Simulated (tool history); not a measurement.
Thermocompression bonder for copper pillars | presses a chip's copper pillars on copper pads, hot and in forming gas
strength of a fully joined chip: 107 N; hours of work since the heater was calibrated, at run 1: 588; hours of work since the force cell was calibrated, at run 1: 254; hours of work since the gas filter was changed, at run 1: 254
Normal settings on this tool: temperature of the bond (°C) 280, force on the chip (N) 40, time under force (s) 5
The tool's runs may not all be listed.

run,hour,temperature of the bond (°C),force on the chip (N),time under force (s),hours of work since the heater was calibrated,hours of work since the force cell was calibrated,hours of work since the gas filter was changed,force that shears a chip off (N)
1,0.0,280,40,5,588,254,254,59.6
# hour 23.3: forming gas filter changed
2,58.2,280,40,5,626,292,23,64.5
3,110.5,280,40,5,660,326,57,63.8
4,160.6,266,40,5,692,358,89,55.4
5,208.4,266,40,5,723,389,120,54.3
6,249.2,266,45,5,750,416,147,57.6
7,285.3,280,45,5,773,439,170,65.4
8,314.6,280,45,5,793,459,189,64.2
9,375.4,280,45,5,832,498,229,62.6
10,410.6,280,45,5,855,521,252,63.5
# hour 439.5: forming gas filter changed
11,457.6,275,40,5,885,551,12,61.6
12,489.4,275,40,5,906,572,32,61.6
13,550.9,280,40,5,946,612,72,63.3
14,606.9,255,40,5,982,648,109,48.3
15,654.1,280,40,5,1013,679,140,62.4
# hour 660.0: heater calibrated with a thermocouple chip
16,712.7,280,40,5,34,716,176,60.3
17,774.7,280,40,5,75,756,217,60.0
18,801.9,280,40,5,92,774,234,60.0
# hour 820.0: heater calibrated with a thermocouple chip, once more
19,845.8,280,28,5,17,801,262,50.7
# hour 857.6: forming gas filter changed
20,888.6,280,28,5,44,829,20,55.7
21,938.2,273,59,11,77,861,52,86.1
22,987.9,254,40,5,109,893,85,50.0
23,1019.7,254,40,5,130,914,105,50.1
24,1061.1,280,44,5,157,941,132,66.0
25,1086.5,305,27,4,173,957,149,60.5
26,1133.7,305,27,4,204,988,180,60.2
27,1188.5,300,56,5,239,1024,215,80.3
28,1219.4,280,40,7,260,1044,235,67.1
29,1252.7,285,49,7,281,1066,257,74.0
# hour 1273.0: forming gas filter changed
30,1304.7,274,56,4,315,1099,21,67.3
31,1331.1,274,56,4,332,1116,38,66.5
32,1373.2,274,56,4,359,1144,65,65.7
33,1413.9,274,56,4,386,1170,92,66.0
34,1441.2,274,56,4,404,1188,109,65.1
35,1474.4,296,56,4,425,1210,131,76.1
36,1504.3,279,53,3,445,1229,150,60.0
37,1558.2,283,55,11,480,1264,186,85.5
38,1621.1,264,32,5,521,1305,226,47.3
39,1665.7,252,24,5,550,1334,255,34.1

3 ways to go on from here, each from the tool as it stands after run 39. What would each give?
# hour 1687.1: forming gas filter changed
A,1705.5,253,25,5,575,1360,12,?
# hour 1687.1: forming gas filter changed
B,1705.5,252,24,5,575,1360,12,?
# hour 1687.1: forming gas filter changed
C,1705.5,253,40,5,575,1360,12,?

run,force that shears a chip off (N)
A,38.3
B,36.9
C,49.8
Had the tool no hidden state, the same runs would have come out as:
run,force that shears a chip off (N)
A,38.3
B,37.0
C,49.9
